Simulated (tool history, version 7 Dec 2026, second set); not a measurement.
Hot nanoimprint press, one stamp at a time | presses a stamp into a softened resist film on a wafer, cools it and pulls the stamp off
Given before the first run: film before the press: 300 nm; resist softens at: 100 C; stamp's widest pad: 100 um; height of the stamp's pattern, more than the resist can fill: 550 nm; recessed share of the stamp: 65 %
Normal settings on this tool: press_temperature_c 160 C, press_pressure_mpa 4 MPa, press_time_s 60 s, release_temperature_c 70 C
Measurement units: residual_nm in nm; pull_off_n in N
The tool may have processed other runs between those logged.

run	day	press_temperature_c	press_pressure_mpa	press_time_s	release_temperature_c	residual_nm	pull_off_n
1	0	160	4	60	70	131.3	210
2	0.346	160	4	60	70	128.7	213
3	0.667	160	4	77	70	116.7	212
4	0.962	160	3.08	60	70	143.6	216
5	1.229	164	4	60	70	100.9	217
6	1.458	164	4	60	70	102.5	215
7	1.804	160	4	60	70	131.5	220
8	2.192	160	4	60	70	130.4	218
9	2.408	160	4	60	70	129.3	221
10	2.696	160	4	60	70	129.8	223
# day 2.846: plate thermocouple calibrated
# day 3.208: stamp cleaned and given a new release coat
11	3.342	160	4	60	70	132.6	192
12	3.638	160	4	60	70	131.6	194
13	3.942	160	4	60	70	132.9	194

The next listed run, before its measurement:
14	4.179	160	4	60	70	?	?

Run 14 came out at residual_nm 130.8 nm, pull_off_n 193 N.
On a tool with no hidden condition, and with the same random variation, this run would have come out at residual_nm 121 nm, pull_off_n 188 N.
